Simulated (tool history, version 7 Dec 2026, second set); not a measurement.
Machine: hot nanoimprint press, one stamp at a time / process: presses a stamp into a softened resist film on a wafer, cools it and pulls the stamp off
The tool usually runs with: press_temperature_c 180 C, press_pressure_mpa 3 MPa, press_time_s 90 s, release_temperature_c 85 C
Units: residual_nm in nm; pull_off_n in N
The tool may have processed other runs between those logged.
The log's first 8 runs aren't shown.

run 9 hour=228.3 | press_temperature_c=180 press_pressure_mpa=2.3 press_time_s=90 release_temperature_c=85 | residual_nm=180.9 pull_off_n=134
-- hour=258.8 stamp cleaned and given a new release coat
run 10 hour=265.9 | press_temperature_c=179 press_pressure_mpa=3 press_time_s=90 release_temperature_c=85 | residual_nm=168.2 pull_off_n=118
run 11 hour=302 | press_temperature_c=180 press_pressure_mpa=3 press_time_s=90 release_temperature_c=85 | residual_nm=161.3 pull_off_n=128
run 12 hour=327 | press_temperature_c=180 press_pressure_mpa=3 press_time_s=90 release_temperature_c=85 | residual_nm=162 pull_off_n=127
run 13 hour=346 | press_temperature_c=180 press_pressure_mpa=3 press_time_s=90 release_temperature_c=85 | residual_nm=160.9 pull_off_n=134
run 14 hour=374.2 | press_temperature_c=180 press_pressure_mpa=3 press_time_s=130 release_temperature_c=85 | residual_nm=137.5 pull_off_n=135
-- hour=397.2 stamp cleaned and given a new release coat
run 15 hour=400 | press_temperature_c=180 press_pressure_mpa=3 press_time_s=90 release_temperature_c=85 | residual_nm=160.7 pull_off_n=122
run 16 hour=418.8 | press_temperature_c=180 press_pressure_mpa=3 press_time_s=105 release_temperature_c=85 | residual_nm=149.7 pull_off_n=127
run 17 hour=455.9 | press_temperature_c=170 press_pressure_mpa=3 press_time_s=64 release_temperature_c=85 | residual_nm=273.4 pull_off_n=129
run 18 hour=492.1 | press_temperature_c=170 press_pressure_mpa=3 press_time_s=64 release_temperature_c=85 | residual_nm=273.8 pull_off_n=138
-- hour=518.5 press's hydraulic seals changed and the load cell set to zero
run 19 hour=525.3 | press_temperature_c=168 press_pressure_mpa=3 press_time_s=90 release_temperature_c=85 | residual_nm=265.3 pull_off_n=138
-- hour=541.8 stamp cleaned and given a new release coat
-- hour=548.1 plate thermocouple calibrated
run 20 hour=551 | press_temperature_c=168 press_pressure_mpa=3 press_time_s=90 release_temperature_c=85 | residual_nm=258.6 pull_off_n=115
run 21 hour=585.1 | press_temperature_c=180 press_pressure_mpa=3 press_time_s=90 release_temperature_c=80 | residual_nm=152.2 pull_off_n=140
run 22 hour=619.2 | press_temperature_c=180 press_pressure_mpa=3 press_time_s=90 release_temperature_c=80 | residual_nm=153.3 pull_off_n=147
run 23 hour=652.6 | press_temperature_c=192 press_pressure_mpa=2.16 press_time_s=139 release_temperature_c=83 | residual_nm=86.1 pull_off_n=141
-- hour=678.6 plate thermocouple calibrated, once more
-- hour=684.6 stamp cleaned and given a new release coat
run 24 hour=691.5 | press_temperature_c=190 press_pressure_mpa=2.87 press_time_s=169 release_temperature_c=83 | residual_nm=79.4 pull_off_n=131
run 25 hour=708.2 | press_temperature_c=190 press_pressure_mpa=2.87 press_time_s=169 release_temperature_c=83 | residual_nm=78.4 pull_off_n=129
run 26 hour=741 | press_temperature_c=190 press_pressure_mpa=2.87 press_time_s=169 release_temperature_c=78 | residual_nm=78.7 pull_off_n=158
run 27 hour=774.7 | press_temperature_c=170 press_pressure_mpa=2.87 press_time_s=169 release_temperature_c=91 | residual_nm=206.7 pull_off_n=113
run 28 hour=793.1 | press_temperature_c=169 press_pressure_mpa=3.35 press_time_s=89 release_temperature_c=85 | residual_nm=251.7 pull_off_n=137
-- hour=821.7 stamp cleaned and given a new release coat
run 29 hour=824.9 | press_temperature_c=169 press_pressure_mpa=3.58 press_time_s=89 release_temperature_c=87 | residual_nm=247.4 pull_off_n=114
run 30 hour=859.9 | press_temperature_c=185 press_pressure_mpa=3 press_time_s=102 release_temperature_c=83 | residual_nm=122.1 pull_off_n=130
run 31 hour=879.4 | press_temperature_c=177 press_pressure_mpa=2.93 press_time_s=90 release_temperature_c=85 | residual_nm=186.2 pull_off_n=134

3 ways to go on from here, each from the tool as it stands after run 31. What would each give?
run A hour=912.9 | press_temperature_c=170 press_pressure_mpa=2.93 press_time_s=90 release_temperature_c=85 | residual_nm=? pull_off_n=?
run B hour=912.9 | press_temperature_c=172 press_pressure_mpa=2.32 press_time_s=90 release_temperature_c=85 | residual_nm=? pull_off_n=?
run C hour=912.9 | press_temperature_c=180 press_pressure_mpa=3 press_time_s=178 release_temperature_c=85 | residual_nm=? pull_off_n=?

run=A residual_nm=252.7 pull_off_n=133
run=B residual_nm=249.5 pull_off_n=137
run=C residual_nm=120 pull_off_n=127
What these runs would have given with no unlogged condition in the tool:
run=A residual_nm=258.9 pull_off_n=123
run=B residual_nm=255.5 pull_off_n=127
run=C residual_nm=123.7 pull_off_n=117
